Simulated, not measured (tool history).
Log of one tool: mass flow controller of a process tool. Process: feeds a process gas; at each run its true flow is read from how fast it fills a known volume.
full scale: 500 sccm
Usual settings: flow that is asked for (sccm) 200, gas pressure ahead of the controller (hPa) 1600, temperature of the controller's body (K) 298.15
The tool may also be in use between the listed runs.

| run | day | flow that is asked for (sccm) | gas pressure ahead of the controller (hPa) | temperature of the controller's body (K) | true flow (%) |
|---|---|---|---|---|---|
| 1 | 0.000 | 200 | 1600 | 298.15 | 97.47 |
| 2 | 4.271 | 200 | 1600 | 298.15 | 97.61 |
| 3 | 11.154 | 200 | 1600 | 302.15 | 97.72 |
| 4 | 15.304 | 200 | 1910 | 302.15 | 97.72 |
| 5 | 23.112 | 200 | 1910 | 302.15 | 97.72 |
| 6 | 28.092 | 200 | 1600 | 298.15 | 97.24 |
| 7 | 33.308 | 200 | 1600 | 298.15 | 97.28 |
| 8 | 40.988 | 200 | 1600 | 298.15 | 97.20 |
| 9 | 45.979 | 200 | 1600 | 298.15 | 97.24 |
| 10 | 50.612 | 200 | 1600 | 298.15 | 97.25 |
| 11 | 58.400 | 200 | 1600 | 298.15 | 97.21 |
| 12 | 64.746 | 200 | 1600 | 298.15 | 97.21 |
| 13 | 70.350 | 200 | 1600 | 298.15 | 97.15 |
| 14 | 74.992 | 200 | 1600 | 298.15 | 97.08 |
|  | 75.817 | controller's zero set anew |
| 15 | 81.488 | 200 | 1600 | 298.15 | 96.73 |
| 16 | 88.525 | 200 | 1600 | 298.15 | 96.73 |
|  | 89.892 | controller's zero set anew, once more |
| 17 | 92.650 | 200 | 1600 | 298.15 | 97.37 |
| 18 | 97.479 | 200 | 1600 | 298.15 | 97.41 |
| 19 | 104.792 | 200 | 1600 | 298.15 | 97.37 |
| 20 | 112.738 | 200 | 1600 | 309.15 | 97.82 |
| 21 | 118.171 | 200 | 1600 | 309.15 | 97.78 |
| 22 | 123.083 | 200 | 1450 | 309.15 | 97.82 |
| 23 | 127.475 | 211 | 1910 | 304.15 | 97.80 |
| 24 | 132.842 | 167 | 1910 | 304.15 | 97.34 |
| 25 | 141.354 | 164 | 2560 | 312.15 | 97.93 |
| 26 | 146.333 | 51 | 1490 | 298.15 | 95.20 |
| 27 | 155.017 | 380 | 1460 | 299.15 | 98.20 |

The next listed run, before its measurement:
| 28 | 161.142 | 380 | 1460 | 293.15 | ? |

{"run 28": {"true flow (%)": 97.67}}
Without the tool's hidden state the same run would have given true flow (%) 98.74.
